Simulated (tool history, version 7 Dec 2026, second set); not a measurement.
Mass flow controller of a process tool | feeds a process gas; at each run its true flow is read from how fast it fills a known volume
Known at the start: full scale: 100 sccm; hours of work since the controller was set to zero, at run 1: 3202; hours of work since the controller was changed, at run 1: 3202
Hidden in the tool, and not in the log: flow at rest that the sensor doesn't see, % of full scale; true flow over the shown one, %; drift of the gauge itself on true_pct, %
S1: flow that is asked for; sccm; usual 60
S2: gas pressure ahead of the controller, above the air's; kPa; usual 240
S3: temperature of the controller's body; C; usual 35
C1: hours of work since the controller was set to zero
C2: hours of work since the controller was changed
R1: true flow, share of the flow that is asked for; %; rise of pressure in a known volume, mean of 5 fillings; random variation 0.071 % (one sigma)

run	hour	S1	S2	S3	C1	C2	R1
1	0	60	240	35	3202	3202	99.81
2	154.8	60	240	35	3253	3253	99.91
3	379.1	60	240	35	3328	3328	99.93
4	681.7	60	240	35	3428	3428	99.84
5	877.7	60	163	35	3494	3494	100.05
6	1108.9	60	163	35	3570	3570	99.93
7	1398.5	60	163	35	3667	3667	99.81
8	1671.4	60	240	35	3757	3757	99.95
9	1960.5	60	240	35	3853	3853	99.87
10	2176	60	240	35	3925	3925	99.89
11	2408.3	60	240	35	4002	4002	99.94
12	2671.5	60	240	35	4089	4089	99.79
# hour 2698.3: controller's zero set anew
13	2863.5	18	249	28	55	4153	101.47
14	3082.5	13	240	21	128	4226	102.24
15	3237.4	13	240	21	179	4277	102.42
16	3430	37	240	28	243	4341	100.1
# hour 3579.7: controller's zero set anew, once more
17	3791.2	37	240	28	70	4461	98.53
18	4078.6	30	207	33	166	4556	98.98
19	4285.3	16	187	33	234	4625	98.88
20	4573.8	17	240	21	330	4721	98.25
21	4854.6	17	240	21	423	4814	98.16
22	5020.7	66	240	35	479	4869	99.16
23	5277	17	246	35	564	4955	99.08
24	5480.2	60	257	24	631	5022	98.68

Forecast each of these 5 alternatives for the next run:
A	5762.1	60	257	26	725	5116	?
B	5762.1	13	176	38	725	5116	?
C	5762.1	71	235	24	725	5116	?
D	5762.1	17	257	24	725	5116	?
E	5762.1	42	154	35	725	5116	?

run	R1
A	98.66
B	99.38
C	98.7
D	98.45
E	99.18
Without the tool's hidden state the same runs would have given:
run	R1
A	99.52
B	99.79
C	99.58
D	99
E	99.99
